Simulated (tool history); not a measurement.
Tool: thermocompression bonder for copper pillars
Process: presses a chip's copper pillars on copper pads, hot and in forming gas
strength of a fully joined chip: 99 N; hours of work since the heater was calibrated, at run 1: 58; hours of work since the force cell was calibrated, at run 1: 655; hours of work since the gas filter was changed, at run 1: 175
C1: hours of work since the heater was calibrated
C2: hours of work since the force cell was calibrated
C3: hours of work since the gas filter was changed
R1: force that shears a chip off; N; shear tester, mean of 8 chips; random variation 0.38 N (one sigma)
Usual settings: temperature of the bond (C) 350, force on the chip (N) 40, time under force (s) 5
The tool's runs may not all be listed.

Run 1, hour 0: usual settings; C1 58; C2 655; C3 175. Result: R1 36.6 N.
Run 2, hour 23.2: usual settings; C1 75; C2 672; C3 192. Result: R1 35.8 N.
Run 3, hour 49: usual settings but temperature of the bond (C) 360; C1 94; C2 691; C3 211. Result: R1 39.6 N.
Run 4, hour 73.2: usual settings but temperature of the bond (C) 360; C1 111; C2 709; C3 229. Result: R1 39.3 N.
At hour 77.7: force cell calibrated.
Run 5, hour 91.5: usual settings but temperature of the bond (C) 360; C1 124; C2 10; C3 241. Result: R1 38.2 N.
At hour 94.4: forming gas filter changed.
Run 6, hour 121.3: usual settings but temperature of the bond (C) 360; C1 145; C2 31; C3 20. Result: R1 39.7 N.
Run 7, hour 153.7: usual settings but temperature of the bond (C) 360; C1 169; C2 55; C3 43. Result: R1 40 N.
At hour 181: force cell calibrated, once more.
Run 8, hour 186.2: usual settings but temperature of the bond (C) 360; C1 191; C2 4; C3 66. Result: R1 43 N.
Run 9, hour 203.9: usual settings but temperature of the bond (C) 375, force on the chip (N) 52; C1 204; C2 17; C3 79. Result: R1 60.3 N.

The next listed run, before its measurement:
Run 10, hour 237.3: usual settings but temperature of the bond (C) 347, force on the chip (N) 26, time under force (s) 3; C1 229; C2 41; C3 103. Result: R1 ?.

Run 10 gave R1 19 N.
Without the tool's hidden state the same run would have given R1 18.7 N.
